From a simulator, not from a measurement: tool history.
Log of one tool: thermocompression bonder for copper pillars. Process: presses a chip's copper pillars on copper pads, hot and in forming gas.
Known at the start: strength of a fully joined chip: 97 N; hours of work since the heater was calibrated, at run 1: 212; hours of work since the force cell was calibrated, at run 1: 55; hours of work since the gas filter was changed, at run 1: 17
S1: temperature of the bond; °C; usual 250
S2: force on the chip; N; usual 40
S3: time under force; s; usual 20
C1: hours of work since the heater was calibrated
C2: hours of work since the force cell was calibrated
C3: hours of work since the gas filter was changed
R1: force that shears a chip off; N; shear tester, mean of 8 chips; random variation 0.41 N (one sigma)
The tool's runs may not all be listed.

run 1 hour=0.0 | S1=250 S2=40 S3=20 | C1=212 C2=55 C3=17 | R1=37.2
run 2 hour=11.4 | S1=250 S2=40 S3=20 | C1=220 C2=63 C3=26 | R1=37.8
run 3 hour=20.7 | S1=226 S2=40 S3=20 | C1=227 C2=70 C3=33 | R1=27.0
run 4 hour=38.9 | S1=226 S2=40 S3=20 | C1=241 C2=84 C3=46 | R1=26.4
run 5 hour=53.5 | S1=226 S2=40 S3=20 | C1=252 C2=95 C3=57 | R1=26.7
run 6 hour=69.8 | S1=250 S2=40 S3=16 | C1=264 C2=107 C3=69 | R1=33.0
run 7 hour=81.9 | S1=250 S2=40 S3=20 | C1=273 C2=116 C3=79 | R1=37.9
run 8 hour=91.4 | S1=228 S2=28 S3=13 | C1=280 C2=123 C3=86 | R1=16.1
run 9 hour=108.5 | S1=224 S2=40 S3=20 | C1=293 C2=136 C3=98 | R1=26.4
run 10 hour=120.4 | S1=222 S2=45 S3=20 | C1=302 C2=145 C3=107 | R1=28.0
run 11 hour=129.4 | S1=250 S2=40 S3=32 | C1=308 C2=152 C3=114 | R1=44.5
-- hour=139.9 forming gas filter changed
run 12 hour=146.4 | S1=250 S2=40 S3=32 | C1=321 C2=164 C3=5 | R1=44.4
run 13 hour=155.9 | S1=250 S2=40 S3=21 | C1=328 C2=171 C3=12 | R1=38.2

Hidden state at the last listed run before each entry between runs and at the first one after, where it differs:
Between runs 11 and 12: forming gas filter changed (hour 139.9)
  oxide that the forming gas leaves, % of the face: 1.56 -> 0.54

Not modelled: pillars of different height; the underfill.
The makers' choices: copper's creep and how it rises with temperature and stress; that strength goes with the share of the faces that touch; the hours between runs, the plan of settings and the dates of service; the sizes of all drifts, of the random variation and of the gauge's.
